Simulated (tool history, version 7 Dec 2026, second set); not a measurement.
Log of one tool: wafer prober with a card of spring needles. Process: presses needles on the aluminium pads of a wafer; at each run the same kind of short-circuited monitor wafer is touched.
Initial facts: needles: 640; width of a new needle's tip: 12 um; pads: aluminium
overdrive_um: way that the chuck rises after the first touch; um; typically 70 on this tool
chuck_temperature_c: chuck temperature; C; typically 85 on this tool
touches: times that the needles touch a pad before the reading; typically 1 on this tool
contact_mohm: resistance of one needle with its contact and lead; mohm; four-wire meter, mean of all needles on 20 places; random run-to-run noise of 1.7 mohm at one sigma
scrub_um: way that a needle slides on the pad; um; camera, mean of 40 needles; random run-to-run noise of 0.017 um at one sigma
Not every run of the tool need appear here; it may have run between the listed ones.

| run | hour | overdrive_um | chuck_temperature_c | touches | contact_mohm | scrub_um |
|---|---|---|---|---|---|---|
| 1 | 0.0 | 70 | 85 | 1 | 260 | 16.58 |
| 2 | 9.3 | 70 | 56 | 1 | 258 | 16.61 |
|  | 12.3 | tips cleaned on abrasive film |
| 3 | 20.2 | 70 | 30 | 1 | 215 | 16.59 |
| 4 | 31.5 | 70 | 30 | 1 | 242 | 16.61 |
|  | 47.8 | tips cleaned on abrasive film |
| 5 | 47.8 | 67 | 85 | 1 | 180 | 15.85 |
| 6 | 65.7 | 70 | 85 | 1 | 251 | 16.58 |
| 7 | 75.0 | 70 | 85 | 1 | 258 | 16.58 |
|  | 83.6 | tips cleaned on abrasive film |
| 8 | 87.5 | 70 | 85 | 1 | 203 | 16.59 |
| 9 | 97.9 | 70 | 85 | 1 | 241 | 16.55 |
| 10 | 113.0 | 70 | 85 | 1 | 260 | 16.55 |
|  | 119.0 | tips cleaned on abrasive film |
| 11 | 125.2 | 70 | 85 | 1 | 217 | 16.57 |
| 12 | 133.1 | 70 | 85 | 1 | 243 | 16.52 |
| 13 | 150.7 | 70 | 85 | 1 | 261 | 16.53 |
|  | 155.4 | tips cleaned on abrasive film |
| 14 | 167.5 | 70 | 85 | 1 | 239 | 16.55 |
|  | 184.0 | height of the first contact set anew |
| 15 | 184.0 | 70 | 85 | 1 | 256 | 16.41 |
|  | 191.9 | tips cleaned on abrasive film |
| 16 | 194.9 | 70 | 95 | 1 | 203 | 16.42 |
| 17 | 206.5 | 70 | 95 | 1 | 243 | 16.38 |
|  | 213.6 | height of the first contact set anew, once more |
| 18 | 225.4 | 64 | 99 | 2 | 228 | 15.49 |
|  | 228.4 | tips cleaned on abrasive film |
| 19 | 241.1 | 71 | 85 | 1 | 239 | 17.16 |
| 20 | 257.4 | 64 | 27 | 2 | 216 | 15.45 |
|  | 264.9 | tips cleaned on abrasive film |
| 21 | 272.3 | 64 | 27 | 2 | 190 | 15.41 |
| 22 | 284.3 | 75 | 124 | 1 | 253 | 18.09 |
|  | 301.4 | tips cleaned on abrasive film |
| 23 | 302.8 | 75 | 124 | 1 | 193 | 18.09 |
| 24 | 317.9 | 79 | 50 | 3 | 190 | 19.06 |
| 25 | 327.2 | 79 | 50 | 3 | 192 | 19.02 |
|  | 337.9 | tips cleaned on abrasive film |
| 26 | 340.8 | 79 | 50 | 3 | 172 | 19.05 |
| 27 | 356.6 | 85 | 34 | 1 | 234 | 20.44 |
| 28 | 366.9 | 85 | 34 | 1 | 239 | 20.47 |
|  | 373.1 | tips cleaned on abrasive film |
| 29 | 378.7 | 85 | 34 | 1 | 202 | 20.46 |
| 30 | 387.7 | 72 | 68 | 2 | 213 | 17.28 |
| 31 | 400.4 | 70 | 68 | 2 | 218 | 16.84 |
|  | 409.4 | tips cleaned on abrasive film |
| 32 | 410.1 | 84 | 85 | 2 | 177 | 20.18 |
| 33 | 426.2 | 58 | 61 | 1 | 257 | 13.94 |
| 34 | 442.6 | 58 | 61 | 1 | 272 | 13.90 |

Measured less the same run without the tool's hidden state. The same run-to-run variation is in both; the gauge's scatter may not be:
The hidden state here: debris on the tips, nm; way that the needles fall short of the set height, um; tips' diameter, um; drift of the gauge itself on contact_mohm, %; drift of the gauge itself on scrub_um, %.
| run | contact_mohm | scrub_um |
|---|---|---|
| 1 | +88 | -0.31 |
| 2 | +91 | -0.31 |
| 3 | +51 | -0.32 |
| 4 | +80 | -0.32 |
| 5 | +6 | -0.34 |
| 6 | +79 | -0.34 |
| 7 | +87 | -0.33 |
| 8 | +32 | -0.35 |
| 9 | +70 | -0.36 |
| 10 | +87 | -0.36 |
| 11 | +47 | -0.37 |
| 12 | +72 | -0.37 |
| 13 | +89 | -0.37 |
| 14 | +68 | -0.39 |
| 15 | +87 | -0.50 |
| 16 | +28 | -0.52 |
| 17 | +70 | -0.52 |
| 18 | +54 | +0.00 |
| 19 | +68 | -0.02 |
| 20 | +55 | -0.02 |
| 21 | +30 | -0.03 |
| 22 | +75 | -0.03 |
| 23 | +14 | -0.06 |
| 24 | +25 | -0.06 |
| 25 | +28 | -0.06 |
| 26 | +9 | -0.08 |
| 27 | +71 | -0.08 |
| 28 | +78 | -0.08 |
| 29 | +41 | -0.09 |
| 30 | +42 | -0.09 |
| 31 | +51 | -0.09 |
| 32 | +5 | -0.11 |
| 33 | +88 | -0.11 |
| 34 | +104 | -0.11 |

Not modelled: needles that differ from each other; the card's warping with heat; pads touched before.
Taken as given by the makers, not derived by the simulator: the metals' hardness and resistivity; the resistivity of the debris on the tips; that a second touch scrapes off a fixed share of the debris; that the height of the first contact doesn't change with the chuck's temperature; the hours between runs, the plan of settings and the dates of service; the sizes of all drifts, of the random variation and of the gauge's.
